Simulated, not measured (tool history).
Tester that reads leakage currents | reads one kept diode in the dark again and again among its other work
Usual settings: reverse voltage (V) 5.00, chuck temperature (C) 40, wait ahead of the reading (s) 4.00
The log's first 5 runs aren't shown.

| run | hour | reverse voltage (V) | chuck temperature (C) | wait ahead of the reading (s) | current that the tester gives (pA) |
|---|---|---|---|---|---|
| 6 | 149.7 | 5.00 | 40 | 4.96 | 137.72 |
| 7 | 176.7 | 5.00 | 40 | 4.74 | 136.91 |
| 8 | 212.5 | 5.00 | 40 | 4.74 | 138.75 |
| 9 | 248.6 | 5.00 | 40 | 4.00 | 138.51 |
| 10 | 266.3 | 5.00 | 40 | 4.00 | 138.39 |
| 11 | 306.7 | 5.00 | 40 | 4.00 | 138.53 |
| 12 | 326.2 | 5.00 | 40 | 4.00 | 139.17 |
| 13 | 368.5 | 7.89 | 40 | 4.00 | 180.07 |
| 14 | 409.1 | 5.00 | 40 | 4.00 | 140.03 |
| 15 | 436.2 | 5.00 | 40 | 8.64 | 139.69 |
| 16 | 461.8 | 5.00 | 40 | 8.64 | 139.68 |
| 17 | 492.8 | 5.00 | 40 | 8.64 | 141.01 |
| 18 | 520.8 | 5.00 | 40 | 0.42 | 144.41 |
| 19 | 544.0 | 5.00 | 40 | 0.42 | 144.51 |
| 20 | 566.6 | 5.00 | 40 | 4.00 | 142.03 |
| 21 | 604.6 | 3.70 | 47 | 4.00 | 212.42 |
| 22 | 645.4 | 3.70 | 47 | 4.00 | 211.79 |
| 23 | 680.4 | 3.70 | 47 | 4.00 | 211.73 |
| 24 | 718.0 | 2.20 | 25 | 4.00 | 26.21 |
| 25 | 739.5 | 2.20 | 25 | 4.00 | 26.15 |
| 26 | 778.4 | 2.20 | 25 | 4.00 | 26.05 |
| 27 | 811.4 | 18.62 | 26 | 1.01 | 114.18 |
|  | 816.2 | chuck's temperature calibrated |
| 28 | 840.6 | 18.62 | 50 | 0.45 | 689.83 |

The next listed run, before its measurement:
|  | 860.4 | probe card cleaned and baked |
| 29 | 868.2 | 18.62 | 50 | 0.45 | ? |

current that the tester gives (pA): 657.84
Without the tool's hidden state the same run would have given current that the tester gives (pA) 600.68.
